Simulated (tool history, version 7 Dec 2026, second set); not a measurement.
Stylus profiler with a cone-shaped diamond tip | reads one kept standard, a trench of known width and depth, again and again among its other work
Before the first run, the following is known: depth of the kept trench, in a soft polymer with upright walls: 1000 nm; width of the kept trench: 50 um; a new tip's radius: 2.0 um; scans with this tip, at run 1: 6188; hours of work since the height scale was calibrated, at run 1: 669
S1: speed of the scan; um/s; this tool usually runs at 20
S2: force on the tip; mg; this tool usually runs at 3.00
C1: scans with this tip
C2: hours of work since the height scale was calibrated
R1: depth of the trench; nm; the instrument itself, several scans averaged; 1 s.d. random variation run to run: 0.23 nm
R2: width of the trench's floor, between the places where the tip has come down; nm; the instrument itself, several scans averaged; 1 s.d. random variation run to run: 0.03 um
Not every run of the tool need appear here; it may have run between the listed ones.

Run 1, day 0.000: usual settings; C1 6188; C2 669. Result: R1 1010.39 nm, R2 46440 nm.
Run 2, day 0.575: usual settings; C1 6251; C2 676. Result: R1 1010.10 nm, R2 46410 nm.
Run 3, day 1.212: usual settings; C1 6321; C2 684. Result: R1 1010.25 nm, R2 46470 nm.
Run 4, day 1.788: usual settings but S1 12 um/s; C1 6383; C2 691. Result: R1 1010.55 nm, R2 46460 nm.
Run 5, day 2.388: usual settings but S1 12 um/s; C1 6449; C2 698. Result: R1 1010.29 nm, R2 46470 nm.
Run 6, day 2.971: usual settings but S1 18 um/s, S2 2.70 mg; C1 6513; C2 704. Result: R1 1009.29 nm, R2 46420 nm.
Run 7, day 4.246: usual settings but S1 18 um/s, S2 2.70 mg; C1 6652; C2 720. Result: R1 1009.84 nm, R2 46400 nm.
Run 8, day 5.112: usual settings but S1 18 um/s, S2 2.70 mg; C1 6747; C2 730. Result: R1 1009.11 nm, R2 46440 nm.
Run 9, day 6.175: usual settings but S1 18 um/s, S2 2.70 mg; C1 6863; C2 742. Result: R1 1009.14 nm, R2 46470 nm.
Run 10, day 7.267: usual settings but S1 18 um/s, S2 4.74 mg; C1 6983; C2 755. Result: R1 1013.48 nm, R2 46490 nm.

Below are 5 alternative next runs, each starting from the tool's condition after run 10. Predict each:
Run A, day 7.992: usual settings but S1 38 um/s, S2 2.19 mg; C1 7062; C2 764. Result: R1 ?, R2 ?.
Run B, day 7.992: usual settings but S1 15 um/s, S2 5.65 mg; C1 7062; C2 764. Result: R1 ?, R2 ?.
Run C, day 7.992: usual settings but S1 46 um/s, S2 1.56 mg; C1 7062; C2 764. Result: R1 ?, R2 ?.
Run D, day 7.992: usual settings but S2 3.29 mg; C1 7062; C2 764. Result: R1 ?, R2 ?.
Run E, day 7.992: usual settings but S1 22 um/s, S2 3.63 mg; C1 7062; C2 764. Result: R1 ?, R2 ?.

run       R1     R2
  A  1008.30  46360
  B  1015.65  46530
  C  1006.86  46310
  D  1010.72  46430
  E  1012.06  46430
Had the tool no hidden state, the same runs would have come out as:
run       R1     R2
  A  1008.26  46390
  B  1015.62  46560
  C  1006.83  46340
  D  1010.69  46460
  E  1012.02  46460
